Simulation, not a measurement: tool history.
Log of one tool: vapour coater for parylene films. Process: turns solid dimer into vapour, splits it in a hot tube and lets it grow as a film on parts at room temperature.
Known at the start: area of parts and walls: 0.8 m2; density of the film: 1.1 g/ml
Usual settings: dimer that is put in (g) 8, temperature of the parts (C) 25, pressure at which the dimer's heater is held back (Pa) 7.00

| run | day | dimer that is put in (g) | temperature of the parts (C) | pressure at which the dimer's heater is held back (Pa) | thickness of the film (um) |
|---|---|---|---|---|---|
| 1 | 0.000 | 8 | 25 | 7.00 | 4.26 |
| 2 | 1.350 | 8 | 25 | 7.00 | 4.27 |
|  | 3.367 | trap's valve overhauled |
| 3 | 3.479 | 8 | 25 | 7.00 | 4.50 |
| 4 | 5.642 | 8 | 25 | 7.00 | 4.44 |
| 5 | 7.062 | 8 | 25 | 7.00 | 4.35 |
| 6 | 8.971 | 8 | 25 | 7.00 | 4.40 |
| 7 | 10.283 | 8 | 25 | 7.00 | 4.39 |
| 8 | 13.000 | 8 | 25 | 7.00 | 4.33 |
| 9 | 14.896 | 10 | 25 | 7.00 | 5.30 |
| 10 | 16.446 | 10 | 25 | 7.00 | 5.34 |
|  | 16.854 | trap's valve overhauled |
| 11 | 18.467 | 10 | 25 | 7.00 | 5.53 |
| 12 | 19.617 | 8 | 25 | 7.00 | 4.45 |
| 13 | 21.050 | 3 | 25 | 7.00 | 1.65 |
| 14 | 23.175 | 3 | 25 | 7.00 | 1.64 |
| 15 | 24.821 | 3 | 25 | 7.00 | 1.64 |
| 16 | 27.642 | 3 | 25 | 7.00 | 1.61 |
| 17 | 29.371 | 3 | 25 | 7.00 | 1.64 |
|  | 30.433 | trap's valve overhauled |
| 18 | 32.312 | 3 | 25 | 7.00 | 1.68 |
| 19 | 33.742 | 3 | 25 | 7.00 | 1.70 |
| 20 | 35.117 | 8 | 35 | 2.19 | 3.21 |
| 21 | 36.475 | 8 | 35 | 2.19 | 3.24 |
| 22 | 39.104 | 5 | 25 | 10.76 | 2.62 |
| 23 | 41.692 | 5 | 25 | 4.86 | 2.83 |
|  | 43.896 | trap's valve overhauled |
| 24 | 43.896 | 8 | 25 | 3.26 | 4.92 |
| 25 | 46.696 | 8 | 25 | 7.00 | 4.47 |
| 26 | 49.479 | 8 | 25 | 3.97 | 4.71 |
| 27 | 51.217 | 8 | 25 | 4.13 | 4.66 |
| 28 | 52.433 | 8 | 26 | 4.13 | 4.46 |

Forecast each of these 5 alternatives for the next run:
| A | 53.629 | 8 | 26 | 9.32 | ? |
| B | 53.629 | 8 | 20 | 4.13 | ? |
| C | 53.629 | 11 | 22 | 3.11 | ? |
| D | 53.629 | 8 | 32 | 2.04 | ? |
| E | 53.629 | 4 | 28 | 7.00 | ? |

| run | thickness of the film (um) |
|---|---|
| A | 4.09 |
| B | 5.78 |
| C | 7.40 |
| D | 3.64 |
| E | 1.93 |
Without the tool's hidden state the same runs would have given:
| run | thickness of the film (um) |
|---|---|
| A | 4.14 |
| B | 5.86 |
| C | 7.51 |
| D | 3.69 |
| E | 1.96 |
